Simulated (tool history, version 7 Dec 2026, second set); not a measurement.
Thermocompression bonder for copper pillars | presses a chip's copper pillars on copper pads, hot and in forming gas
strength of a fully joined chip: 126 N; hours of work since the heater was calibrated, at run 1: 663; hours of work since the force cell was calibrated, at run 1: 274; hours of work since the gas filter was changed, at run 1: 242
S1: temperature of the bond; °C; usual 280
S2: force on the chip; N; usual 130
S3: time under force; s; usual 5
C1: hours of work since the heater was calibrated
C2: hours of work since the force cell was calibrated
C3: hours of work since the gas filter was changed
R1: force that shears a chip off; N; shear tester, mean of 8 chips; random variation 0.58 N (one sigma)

run	hour	S1	S2	S3	C1	C2	C3	R1
1	0	280	130	5	663	274	242	63.6
2	8.2	280	130	5	667	278	246	62.3
3	15.2	280	130	5	670	281	249	62.5
4	26	293	130	5	675	286	254	71.2
5	38.2	293	130	5	680	291	259	70.7
6	53.4	293	130	5	687	298	266	70.7
7	68.7	293	130	5	694	304	273	71.2
8	77.7	280	130	5	698	308	276	61.6
9	91.3	280	130	5	704	314	282	61.4
10	101.8	280	130	5	708	319	287	61.7
11	109.7	280	178	5	712	322	291	82.6
12	123.6	280	130	5	718	328	297	61.6
13	132.9	288	130	5	722	332	301	67.2
14	148.5	288	130	3	729	339	307	55.7
15	155.2	288	130	3	732	342	310	56.3
16	169.5	288	130	3	738	348	317	55.9
17	180.2	288	130	3	743	353	321	57.2
18	191.4	288	130	3	747	358	326	56.6
19	201.9	288	130	3	752	363	331	55.7
20	217.1	280	130	5	759	369	338	61.1
21	228.5	280	130	5	764	374	343	60.8
22	235.8	280	130	5	767	378	346	61.1
23	244	280	89	10	770	381	349	52.6
24	256.9	280	89	3	776	387	355	32.6
25	269.5	280	89	3	782	392	361	32.3
26	276.8	280	193	4	785	396	364	81.2
27	285.7	280	193	4	789	399	368	80.4
28	299.4	272	166	5	795	405	374	70.1
29	308.1	272	166	5	799	409	378	71.6
30	320.4	272	136	6	804	415	383	62.4
31	332.9	259	130	3	809	420	388	38
32	348.1	280	113	5	816	427	395	52.9
33	362.3	294	80	10	822	433	401	54.2
34	371.1	294	80	10	826	437	405	54.1
35	385.7	294	125	10	833	443	412	82.1
36	394.9	270	114	5	837	447	416	46.4
37	404.3	303	178	11	841	451	420	107
38	411.2	253	149	8	844	454	423	59.5
39	420.5	253	149	8	848	459	427	58.4
40	436.2	280	130	9	855	465	434	72.7

Hidden state or all else? Some run-to-run changes of R1, split into what the settings, what came in and random variation would give without the hidden state, and what is left for the hidden state (with any gauge scatter that isn't in both results):
The hidden state here: true temperature of the bond over the reading, C; force that reaches the chip, % of what is set; oxide that the forming gas leaves, % of the face; drift of the gauge itself on shear_n, %.
Run 23 -> 24: S3 10 -> 3. R1 -20 N: hidden state +2.2, all else -22.2.
Run 25 -> 26: S2 89 -> 193, S3 3 -> 4. R1 +48.9 N: hidden state -4, all else +52.9.
Run 30 -> 31: S1 272 -> 259, S2 136 -> 130, S3 6 -> 3. R1 -24.4 N: hidden state +2.4, all else -26.8.
Run 36 -> 37: S1 270 -> 303, S2 114 -> 178, S3 5 -> 11. R1 +60.6 N: hidden state -0.8, all else +61.4.
Run 37 -> 38: S1 303 -> 253, S2 178 -> 149, S3 11 -> 8. R1 -47.5 N: hidden state -1, all else -46.5.

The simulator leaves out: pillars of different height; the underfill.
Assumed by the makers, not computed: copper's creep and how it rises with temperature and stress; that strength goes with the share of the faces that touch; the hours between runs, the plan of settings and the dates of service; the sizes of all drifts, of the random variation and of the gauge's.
